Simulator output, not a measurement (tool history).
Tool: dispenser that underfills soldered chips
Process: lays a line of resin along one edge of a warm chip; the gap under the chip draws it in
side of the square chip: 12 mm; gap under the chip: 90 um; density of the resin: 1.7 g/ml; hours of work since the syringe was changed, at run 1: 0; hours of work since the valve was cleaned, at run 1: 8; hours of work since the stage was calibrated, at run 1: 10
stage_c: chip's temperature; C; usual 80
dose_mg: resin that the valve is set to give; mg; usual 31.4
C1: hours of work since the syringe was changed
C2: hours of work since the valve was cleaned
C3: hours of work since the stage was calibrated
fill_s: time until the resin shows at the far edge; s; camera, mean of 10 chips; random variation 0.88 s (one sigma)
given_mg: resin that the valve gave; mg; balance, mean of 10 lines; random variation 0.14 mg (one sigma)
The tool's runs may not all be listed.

run 1 hour=0.0 | stage_c=80 dose_mg=31.4 | C1=0 C2=8 C3=10 | fill_s=80.9 given_mg=31.10
run 2 hour=7.0 | stage_c=80 dose_mg=31.4 | C1=4 C2=13 C3=14 | fill_s=106.3 given_mg=31.08
-- hour=9.4 new syringe of resin
-- hour=19.1 new syringe of resin
run 3 hour=19.1 | stage_c=80 dose_mg=31.4 | C1=0 C2=20 C3=21 | fill_s=83.3 given_mg=31.15
-- hour=28.9 new syringe of resin
run 4 hour=30.7 | stage_c=80 dose_mg=31.4 | C1=1 C2=27 C3=29 | fill_s=91.3 given_mg=31.17
-- hour=38.3 new syringe of resin
run 5 hour=42.9 | stage_c=80 dose_mg=31.4 | C1=3 C2=35 C3=36 | fill_s=102.6 given_mg=30.67
-- hour=47.8 new syringe of resin
run 6 hour=49.2 | stage_c=80 dose_mg=31.4 | C1=1 C2=39 C3=40 | fill_s=89.0 given_mg=30.80
-- hour=57.7 new syringe of resin
run 7 hour=62.3 | stage_c=80 dose_mg=31.4 | C1=3 C2=47 C3=48 | fill_s=99.6 given_mg=30.46
-- hour=67.7 new syringe of resin
run 8 hour=74.8 | stage_c=80 dose_mg=31.4 | C1=4 C2=54 C3=56 | fill_s=114.5 given_mg=30.27
-- hour=77.1 new syringe of resin
-- hour=87.1 new syringe of resin
run 9 hour=90.1 | stage_c=80 dose_mg=31.4 | C1=2 C2=64 C3=65 | fill_s=95.9 given_mg=30.32
-- hour=96.5 new syringe of resin
run 10 hour=96.9 | stage_c=72 dose_mg=31.4 | C1=0 C2=68 C3=69 | fill_s=107.4 given_mg=29.99
-- hour=106.0 new syringe of resin
run 11 hour=107.3 | stage_c=80 dose_mg=31.4 | C1=1 C2=74 C3=75 | fill_s=91.4 given_mg=29.92
-- hour=115.7 new syringe of resin
run 12 hour=120.1 | stage_c=90 dose_mg=31.4 | C1=3 C2=82 C3=83 | fill_s=75.4 given_mg=29.84
-- hour=124.8 new syringe of resin
run 13 hour=130.1 | stage_c=90 dose_mg=31.4 | C1=3 C2=88 C3=90 | fill_s=77.8 given_mg=29.69
-- hour=134.1 new syringe of resin
-- hour=143.2 new syringe of resin
run 14 hour=145.2 | stage_c=90 dose_mg=27.3 | C1=1 C2=97 C3=99 | fill_s=74.7 given_mg=25.86
-- hour=152.2 new syringe of resin
run 15 hour=159.1 | stage_c=80 dose_mg=37.7 | C1=4 C2=106 C3=107 | fill_s=110.4 given_mg=35.21
-- hour=161.9 new syringe of resin
run 16 hour=168.4 | stage_c=85 dose_mg=39.9 | C1=4 C2=112 C3=113 | fill_s=92.8 given_mg=37.23
-- hour=171.7 new syringe of resin
run 17 hour=179.2 | stage_c=80 dose_mg=31.3 | C1=5 C2=118 C3=120 | fill_s=117.9 given_mg=28.99
-- hour=181.2 new syringe of resin
-- hour=190.5 new syringe of resin
-- hour=192.8 dispensing valve cleaned and set on the balance
run 18 hour=194.5 | stage_c=80 dose_mg=34.9 | C1=2 C2=1 C3=128 | fill_s=93.8 given_mg=35.05
-- hour=200.5 new syringe of resin
run 19 hour=201.2 | stage_c=80 dose_mg=34.9 | C1=0 C2=5 C3=132 | fill_s=84.8 given_mg=34.76
-- hour=210.3 new syringe of resin
run 20 hour=210.4 | stage_c=89 dose_mg=29.9 | C1=0 C2=11 C3=138 | fill_s=66.6 given_mg=29.66
-- hour=220.2 new syringe of resin
run 21 hour=220.6 | stage_c=89 dose_mg=28.9 | C1=0 C2=17 C3=144 | fill_s=68.3 given_mg=28.66
-- hour=229.7 new syringe of resin
run 22 hour=233.0 | stage_c=79 dose_mg=35.8 | C1=2 C2=25 C3=152 | fill_s=97.8 given_mg=35.36
-- hour=239.6 new syringe of resin
run 23 hour=242.1 | stage_c=67 dose_mg=27.6 | C1=2 C2=30 C3=157 | fill_s=139.3 given_mg=27.12

Forecast run 24:
-- hour=248.7 new syringe of resin
run 24 hour=253.0 | stage_c=67 dose_mg=27.6 | C1=3 C2=37 C3=164 | fill_s=? given_mg=?

fill_s: 152.8 s
given_mg: 27.07 mg
Without the tool's hidden state the same run would have given fill_s 124.2 s, given_mg 27.70 mg.
